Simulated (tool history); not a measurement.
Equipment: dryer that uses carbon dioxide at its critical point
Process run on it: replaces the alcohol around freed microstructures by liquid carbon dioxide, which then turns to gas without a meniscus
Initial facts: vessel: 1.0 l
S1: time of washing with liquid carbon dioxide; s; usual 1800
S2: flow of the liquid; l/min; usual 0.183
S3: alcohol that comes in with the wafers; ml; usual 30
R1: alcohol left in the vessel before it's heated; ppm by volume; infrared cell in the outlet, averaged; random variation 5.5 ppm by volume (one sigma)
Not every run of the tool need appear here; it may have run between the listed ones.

{"run": 1, "day": 0.0, "S1": 1800, "S2": 0.183, "S3": 30, "R1": 185}
{"run": 2, "day": 1.979, "S1": 1800, "S2": 0.183, "S3": 30, "R1": 186}
{"run": 3, "day": 3.988, "S1": 1800, "S2": 0.114, "S3": 30, "R1": 1167}
{"run": 4, "day": 5.154, "S1": 1080, "S2": 0.183, "S3": 30, "R1": 1398}
{"run": 5, "day": 6.583, "S1": 1080, "S2": 0.183, "S3": 30, "R1": 1381}
{"run": 6, "day": 8.404, "S1": 1080, "S2": 0.183, "S3": 30, "R1": 1408}
{"run": 7, "day": 10.446, "S1": 1080, "S2": 0.183, "S3": 30, "R1": 1449}
{"run": 8, "day": 12.033, "S1": 1080, "S2": 0.183, "S3": 30, "R1": 1502}
{"run": 9, "day": 14.5, "S1": 1080, "S2": 0.183, "S3": 30, "R1": 1533}
{"run": 10, "day": 16.992, "S1": 1080, "S2": 0.183, "S3": 24, "R1": 1241}
{"run": 11, "day": 18.671, "S1": 1800, "S2": 0.183, "S3": 30, "R1": 252}
{"run": 12, "day": 19.775, "S1": 1800, "S2": 0.118, "S3": 30, "R1": 1188}
{"run": 13, "day": 22.142, "S1": 1800, "S2": 0.183, "S3": 30, "R1": 253}
{"run": 14, "day": 24.079, "S1": 1080, "S2": 0.201, "S3": 31, "R1": 1308}
{"run": 15, "day": 26.242, "S1": 1800, "S2": 0.183, "S3": 85, "R1": 709}
{"run": 16, "day": 28.142, "S1": 1800, "S2": 0.183, "S3": 85, "R1": 726}
{"run": 17, "day": 29.862, "S1": 1800, "S2": 0.183, "S3": 85, "R1": 729}
{"run": 18, "day": 31.442, "S1": 1800, "S2": 0.183, "S3": 85, "R1": 762}
{"run": 19, "day": 32.729, "S1": 1080, "S2": 0.183, "S3": 42, "R1": 2363}
{"run": 20, "day": 34.312, "S1": 2460, "S2": 0.143, "S3": 35, "R1": 263}
{"run": 21, "day": 36.825, "S1": 1320, "S2": 0.203, "S3": 45, "R1": 1005}
{"run": 22, "day": 38.838, "S1": 1920, "S2": 0.267, "S3": 30, "R1": 92}
{"run": 23, "day": 41.192, "S1": 1920, "S2": 0.267, "S3": 29, "R1": 97}

Below are 5 alternative next runs, each starting from the tool's condition after run 23. Predict each:
{"run": "A", "day": 43.592, "S1": 1920, "S2": 0.223, "S3": 29, "R1": "?"}
{"run": "B", "day": 43.592, "S1": 1260, "S2": 0.267, "S3": 43, "R1": "?"}
{"run": "C", "day": 43.592, "S1": 1740, "S2": 0.183, "S3": 115, "R1": "?"}
{"run": "D", "day": 43.592, "S1": 2100, "S2": 0.267, "S3": 27, "R1": "?"}
{"run": "E", "day": 43.592, "S1": 2100, "S2": 0.117, "S3": 30, "R1": "?"}

run=A R1=147
run=B R1=470
run=C R1=1281
run=D R1=96
run=E R1=891
With no hidden state in the tool, these same runs would have given:
run=A R1=32
run=B R1=216
run=C R1=684
run=D R1=11
run=E R1=523
